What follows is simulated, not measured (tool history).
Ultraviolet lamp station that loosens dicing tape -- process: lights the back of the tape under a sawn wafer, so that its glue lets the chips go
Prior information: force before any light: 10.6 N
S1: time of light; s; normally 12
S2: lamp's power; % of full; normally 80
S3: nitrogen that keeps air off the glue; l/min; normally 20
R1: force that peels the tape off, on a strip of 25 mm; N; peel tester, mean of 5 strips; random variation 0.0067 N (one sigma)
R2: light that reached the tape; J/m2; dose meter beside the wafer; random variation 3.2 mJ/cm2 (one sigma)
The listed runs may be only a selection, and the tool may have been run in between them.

run	hour	S1	S2	S3	R1	R2
1	0	12	80	20	0.28	4570
2	28.3	12	70	20	0.401	3900
3	67.1	12	70	20	0.427	3860
4	99.5	12	70	20	0.426	3790
5	125.1	12	70	20	0.439	3730
6	173.7	12	70	20	0.474	3640
7	226.8	12	70	20	0.488	3580
8	265.8	12	64	20	0.651	3190
9	305.5	12	80	20	0.4	3890
10	357.4	12	80	20	0.44	3800
11	398.1	12	80	20	0.445	3700
12	425.6	12	80	20	0.44	3690
13	459.9	12	80	20	0.484	3560
14	491.2	12	80	20	0.513	3510
15	513	12	80	20	0.516	3520
16	554.9	12	80	20	0.356	4110
17	606.3	12	80	20	0.393	3960
18	659	12	80	20	0.409	3910
19	696.3	12	79	20	0.425	3720
20	726.7	12	79	20	0.469	3680
21	770.4	12	76	20	0.538	3460
22	807	12	72	9	1.24	3220
23	845.1	12	72	9	1.28	3120
24	872.2	12	72	9	1.298	3060
25	917.8	19	76	11	0.376	5030
26	947.6	9	83	10	1.752	2500
27	985.3	11	68	32	0.826	2530
28	1026.2	11	68	32	0.854	2430
29	1074.7	9	68	32	1.356	1960
30	1102.3	9	68	32	1.431	1870
31	1128.5	7	65	32	2.309	1410
32	1159.1	7	90	32	1.417	1900
33	1207.8	7	67	14	3.383	1380
34	1233	7	67	10	3.948	1350
35	1281.4	11	67	16	1.888	2050

Removed from this log: 1 entry logged between the listed runs. Between which two listed runs does each belong, and how does the tool's hidden state at the listed run before it compare with that at the listed run after it?
Logged between run 15 and run 16: window cleaned of glue's vapour (hour 540.9)
  lamp's light, % of a new lamp's: 81.6 -> 80.5; light that the window lets through, % of a clean one's: 83.9 -> 99.4
  what was measured, less what the result would be without the hidden state, R1: +0.305 -> +0.134 N; R2: -1620 -> -1020 J/m2
